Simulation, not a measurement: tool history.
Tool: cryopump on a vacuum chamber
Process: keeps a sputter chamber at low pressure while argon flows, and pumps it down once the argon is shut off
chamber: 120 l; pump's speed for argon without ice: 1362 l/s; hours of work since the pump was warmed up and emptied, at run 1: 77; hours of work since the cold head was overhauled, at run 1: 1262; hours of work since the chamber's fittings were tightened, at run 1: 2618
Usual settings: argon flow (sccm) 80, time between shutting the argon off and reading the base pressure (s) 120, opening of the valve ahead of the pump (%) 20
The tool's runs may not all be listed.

| run | day | argon flow (sccm) | time between shutting the argon off and reading the base pressure (s) | opening of the valve ahead of the pump (%) | hours of work since the pump was warmed up and emptied | hours of work since the cold head was overhauled | hours of work since the chamber's fittings were tightened | pressure while argon flows (Pa) | pressure after the wait (uPa) |
|---|---|---|---|---|---|---|---|---|---|
| 1 | 0.000 | 80 | 120 | 20 | 77 | 1262 | 2618 | 0.4969 | 2.15 |
| 2 | 2.246 | 80 | 120 | 20 | 119 | 1304 | 2660 | 0.5032 | 2.23 |
| 3 | 4.488 | 80 | 120 | 20 | 160 | 1345 | 2701 | 0.5015 | 2.29 |
| 4 | 6.721 | 80 | 120 | 20 | 202 | 1387 | 2743 | 0.5027 | 2.26 |
| 5 | 8.567 | 80 | 120 | 20 | 236 | 1421 | 2777 | 0.5040 | 2.29 |
| 6 | 9.908 | 87 | 120 | 20 | 261 | 1446 | 2802 | 0.5460 | 2.29 |
| 7 | 11.746 | 80 | 120 | 20 | 295 | 1480 | 2836 | 0.5069 | 2.34 |
| 8 | 13.838 | 80 | 120 | 20 | 334 | 1519 | 2875 | 0.5101 | 2.35 |
| 9 | 15.275 | 114 | 120 | 20 | 360 | 1545 | 2901 | 0.7214 | 2.49 |
| 10 | 16.671 | 80 | 120 | 20 | 386 | 1571 | 2927 | 0.5098 | 2.51 |
| 11 | 18.279 | 80 | 120 | 20 | 416 | 1601 | 2957 | 0.5106 | 2.55 |
| 12 | 19.388 | 80 | 120 | 20 | 436 | 1622 | 2978 | 0.5053 | 2.61 |
| 13 | 21.508 | 80 | 120 | 20 | 476 | 1661 | 3017 | 0.5106 | 2.58 |
| 14 | 22.517 | 80 | 22 | 20 | 494 | 1680 | 3036 | 0.5111 | 4.40 |
| 15 | 23.912 | 80 | 22 | 20 | 520 | 1706 | 3061 | 0.5115 | 4.48 |
| 16 | 25.142 | 66 | 22 | 20 | 543 | 1728 | 3084 | 0.4247 | 4.44 |
| 17 | 27.146 | 67 | 227 | 46 | 580 | 1766 | 3121 | 0.1936 | 2.46 |
| 18 | 28.192 | 106 | 120 | 41 | 600 | 1785 | 3141 | 0.3460 | 2.76 |
| 19 | 29.562 | 106 | 120 | 41 | 625 | 1810 | 3166 | 0.3465 | 2.71 |
| 20 | 30.896 | 80 | 225 | 20 | 650 | 1835 | 3191 | 0.5123 | 2.63 |
| 21 | 31.862 | 80 | 46 | 20 | 668 | 1853 | 3209 | 0.5173 | 3.51 |
| 22 | 34.062 | 145 | 85 | 20 | 708 | 1894 | 3250 | 0.9350 | 3.06 |
| 23 | 36.212 | 145 | 85 | 54 | 748 | 1934 | 3289 | 0.3724 | 3.04 |
| 24 | 37.558 | 145 | 49 | 20 | 773 | 1958 | 3314 | 0.9309 | 3.49 |

Run 25 comes next. What will it give?
|  | 38.425 | leaking fittings of the chamber tightened, without venting |
| 25 | 39.829 | 145 | 49 | 20 | 814 | 1999 | 26 | ? | ? |

pressure while argon flows (Pa): 0.9375
pressure after the wait (uPa): 1.41
Without the tool's hidden state the same run would have given pressure while argon flows (Pa) 0.8953, pressure after the wait (uPa) 1.27.

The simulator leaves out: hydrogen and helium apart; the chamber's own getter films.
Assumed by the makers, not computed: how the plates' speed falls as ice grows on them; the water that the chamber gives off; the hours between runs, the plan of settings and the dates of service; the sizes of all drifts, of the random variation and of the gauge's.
